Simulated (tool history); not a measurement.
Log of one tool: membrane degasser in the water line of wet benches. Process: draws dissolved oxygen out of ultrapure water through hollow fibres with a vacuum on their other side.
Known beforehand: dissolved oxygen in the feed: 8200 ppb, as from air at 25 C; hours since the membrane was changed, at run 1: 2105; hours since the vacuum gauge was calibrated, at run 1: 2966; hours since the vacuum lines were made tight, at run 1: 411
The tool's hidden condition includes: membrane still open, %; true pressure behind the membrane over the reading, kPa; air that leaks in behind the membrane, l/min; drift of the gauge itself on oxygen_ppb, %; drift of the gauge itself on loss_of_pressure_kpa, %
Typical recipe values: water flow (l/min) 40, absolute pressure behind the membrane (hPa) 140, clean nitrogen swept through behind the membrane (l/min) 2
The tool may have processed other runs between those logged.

run   hour  water flow (l/min)  absolute pressure behind the membrane (hPa)  clean nitrogen swept through behind the membrane (l/min)  hours since the membrane was changed  hours since the vacuum gauge was calibrated  hours since the vacuum lines were made tight  dissolved oxygen in the water behind the degasser (ppb)  pressure that the water loses in the fibres (hPa)
  1      0                  40                                          140                                                         2                                  2105                                         2966                                           411                                                    535.3                                              350.6
  2   45.5                  40                                          140                                                         2                                  2151                                         3012                                           457                                                    534.5                                              351.3
  3     71                  40                                          140                                                         2                                  2176                                         3037                                           482                                                    539.5                                              354.8
  4  118.4                  40                                          140                                                         2                                  2224                                         3085                                           530                                                      536                                              352.1
  5    173                  40                                          140                                                         2                                  2278                                         3139                                           584                                                    530.6                                              349.4
  6    226                  40                                          179                                                         2                                  2331                                         3192                                           637                                                    685.3                                              350.7
  7  256.5                  40                                          179                                                         2                                  2362                                         3223                                           668                                                    687.9                                              349.4
  8  313.7                  40                                          140                                                         2                                  2419                                         3280                                           725                                                    536.9                                                354
  9  347.1                  40                                          140                                                       5.7                                  2452                                         3313                                           759                                                    262.1                                              352.4
     381.2  -- vacuum gauge calibrated
 10  386.2                  40                                          140                                                         2                                  2491                                            5                                           797                                                    534.2                                              350.6
 11  411.5                  40                                          140                                                         2                                  2516                                           30                                           822                                                    533.2                                              352.5
 12  449.4                  40                                          140                                                         2                                  2554                                           68                                           860                                                    536.9                                              350.7
 13  505.5                  40                                          140                                                         2                                  2610                                          124                                           916                                                    531.7                                              347.5
 14  550.4                  40                                          140                                                         2                                  2655                                          169                                           961                                                    537.7                                              354.3
 15  576.7                  40                                          337                                                         2                                  2682                                          196                                           988                                                   1260.4                                              349.8
 16  603.3                  40                                          337                                                         2                                  2708                                          222                                          1014                                                   1263.7                                              353.8
 17  639.1                  40                                          337                                                         2                                  2744                                          258                                          1050                                                   1260.5                                              353.4
 18  679.8                  40                                          106                                                         2                                  2785                                          299                                          1091                                                    400.6                                              353.6
 19  718.6                  40                                          106                                                         2                                  2823                                          337                                          1130                                                    399.1                                              353.5
 20  751.6                  26                                          106                                                      2.01                                  2856                                          370                                          1163                                                    231.2                                              227.6
 21  799.2                  26                                          106                                                      2.01                                  2904                                          418                                          1210                                                    234.3                                              227.4
 22  839.7                  42                                          250                                                      0.82                                  2945                                          459                                          1251                                                     1851                                              372.3
 23  870.7                  28                                           93                                                      0.94                                  2975                                          489                                          1282                                                    394.4                                              245.1

Predict each of these 3 candidate next runs independently; none follows another, all start after run 23:
  A  929.4                  40                                          140                                                      1.92                                  3034                                          548                                          1340                                                        ?                                                  ?
  B  929.4                  33                                          133                                                      1.37                                  3034                                          548                                          1340                                                        ?                                                  ?
  C  929.4                  28                                           93                                                      2.66                                  3034                                          548                                          1340                                                        ?                                                  ?

run  dissolved oxygen in the water behind the degasser (ppb)  pressure that the water loses in the fibres (hPa)
  A                                                      559                                              352.2
  B                                                    545.1                                              290.3
  C                                                    169.2                                              244.7
Without the tool's unlogged condition, the same runs would have read:
run  dissolved oxygen in the water behind the degasser (ppb)  pressure that the water loses in the fibres (hPa)
  A                                                    549.9                                              352.2
  B                                                    536.2                                              290.2
  C                                                    166.5                                              244.7
